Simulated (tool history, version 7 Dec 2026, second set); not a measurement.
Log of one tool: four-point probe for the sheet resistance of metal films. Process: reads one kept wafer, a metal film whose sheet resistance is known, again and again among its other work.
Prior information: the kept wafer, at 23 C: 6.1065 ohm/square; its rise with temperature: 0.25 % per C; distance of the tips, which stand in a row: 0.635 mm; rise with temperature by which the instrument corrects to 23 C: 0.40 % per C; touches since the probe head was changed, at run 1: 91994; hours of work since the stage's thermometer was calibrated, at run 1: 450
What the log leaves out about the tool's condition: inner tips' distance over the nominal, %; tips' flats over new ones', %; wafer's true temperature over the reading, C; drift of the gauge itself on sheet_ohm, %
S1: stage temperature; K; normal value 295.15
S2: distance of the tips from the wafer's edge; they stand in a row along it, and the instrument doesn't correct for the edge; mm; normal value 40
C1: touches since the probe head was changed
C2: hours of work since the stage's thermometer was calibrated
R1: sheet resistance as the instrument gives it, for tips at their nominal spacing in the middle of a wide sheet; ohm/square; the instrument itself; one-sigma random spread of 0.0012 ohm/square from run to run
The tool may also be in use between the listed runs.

run 1 hour=0.0 | S1=295.15 S2=40 | C1=91994 C2=450 | R1=6.146619
run 2 hour=75.4 | S1=295.15 S2=40 | C1=94622 C2=485 | R1=6.145228
run 3 hour=110.5 | S1=296.15 S2=40 | C1=95843 C2=502 | R1=6.136759
run 4 hour=158.0 | S1=295.15 S2=40 | C1=97499 C2=525 | R1=6.146586
run 5 hour=210.0 | S1=298.15 S2=40 | C1=99310 C2=549 | R1=6.120910
run 6 hour=262.0 | S1=298.15 S2=40 | C1=101121 C2=574 | R1=6.120249
run 7 hour=325.3 | S1=295.15 S2=40 | C1=103324 C2=604 | R1=6.148863
run 8 hour=359.9 | S1=291.15 S2=40 | C1=104531 C2=620 | R1=6.184477
run 9 hour=398.5 | S1=296.15 S2=40 | C1=105875 C2=639 | R1=6.139104
run 10 hour=440.1 | S1=297.15 S2=40 | C1=107325 C2=658 | R1=6.129781
run 11 hour=504.7 | S1=297.15 S2=40 | C1=109575 C2=689 | R1=6.132924
run 12 hour=548.1 | S1=297.15 S2=40 | C1=111087 C2=710 | R1=6.132233
run 13 hour=595.1 | S1=297.15 S2=40 | C1=112726 C2=732 | R1=6.130535
run 14 hour=627.8 | S1=297.15 S2=40 | C1=113865 C2=747 | R1=6.132393
run 15 hour=678.6 | S1=297.15 S2=40 | C1=115633 C2=771 | R1=6.134317
run 16 hour=709.2 | S1=297.15 S2=40 | C1=116700 C2=786 | R1=6.132711
run 17 hour=752.2 | S1=297.15 S2=40 | C1=118197 C2=806 | R1=6.136412
run 18 hour=810.6 | S1=295.15 S2=40 | C1=120231 C2=834 | R1=6.151478
run 19 hour=882.7 | S1=299.15 S2=22 | C1=122741 C2=868 | R1=6.121419
run 20 hour=940.4 | S1=299.15 S2=22 | C1=124753 C2=895 | R1=6.119901
run 21 hour=978.0 | S1=299.15 S2=22 | C1=126061 C2=913 | R1=6.122127
run 22 hour=1028.8 | S1=299.15 S2=22 | C1=127830 C2=937 | R1=6.121943
run 23 hour=1092.7 | S1=299.15 S2=22 | C1=130058 C2=968 | R1=6.121771
run 24 hour=1162.0 | S1=295.15 S2=33 | C1=132472 C2=1000 | R1=6.153722
run 25 hour=1215.9 | S1=302.15 S2=5 | C1=134350 C2=1026 | R1=6.149654
run 26 hour=1261.5 | S1=292.15 S2=8 | C1=135939 C2=1048 | R1=6.202453
run 27 hour=1317.1 | S1=296.15 S2=8 | C1=137873 C2=1074 | R1=6.169694
run 28 hour=1355.7 | S1=296.15 S2=8 | C1=139220 C2=1092 | R1=6.169910
run 29 hour=1396.9 | S1=296.15 S2=8 | C1=140654 C2=1112 | R1=6.171012
run 30 hour=1437.0 | S1=291.15 S2=63 | C1=142052 C2=1131 | R1=6.195230
run 31 hour=1471.0 | S1=303.15 S2=73 | C1=143235 C2=1147 | R1=6.091701
run 32 hour=1532.6 | S1=292.15 S2=39 | C1=145380 C2=1176 | R1=6.183272
run 33 hour=1597.7 | S1=292.15 S2=39 | C1=147650 C2=1207 | R1=6.186715
run 34 hour=1633.3 | S1=292.15 S2=39 | C1=148888 C2=1224 | R1=6.186538
run 35 hour=1691.9 | S1=299.15 S2=57 | C1=150931 C2=1252 | R1=6.125794

The same runs without the tool's hidden state, with the same run-to-run variation:
run=1 R1=6.118153
run=2 R1=6.116048
run=3 R1=6.107266
run=4 R1=6.116585
run=5 R1=6.090572
run=6 R1=6.089393
run=7 R1=6.117232
run=8 R1=6.152315
run=9 R1=6.106813
run=10 R1=6.097142
run=11 R1=6.099626
run=12 R1=6.098563
run=13 R1=6.096411
run=14 R1=6.097930
run=15 R1=6.099371
run=16 R1=6.097472
run=17 R1=6.100705
run=18 R1=6.115130
run=19 R1=6.084542
run=20 R1=6.082469
run=21 R1=6.084338
run=22 R1=6.083711
run=23 R1=6.082929
run=24 R1=6.113977
run=25 R1=6.109451
run=26 R1=6.161450
run=27 R1=6.128405
run=28 R1=6.128248
run=29 R1=6.128924
run=30 R1=6.152595
run=31 R1=6.049423
run=32 R1=6.139820
run=33 R1=6.142605
run=34 R1=6.142104
run=35 R1=6.081241

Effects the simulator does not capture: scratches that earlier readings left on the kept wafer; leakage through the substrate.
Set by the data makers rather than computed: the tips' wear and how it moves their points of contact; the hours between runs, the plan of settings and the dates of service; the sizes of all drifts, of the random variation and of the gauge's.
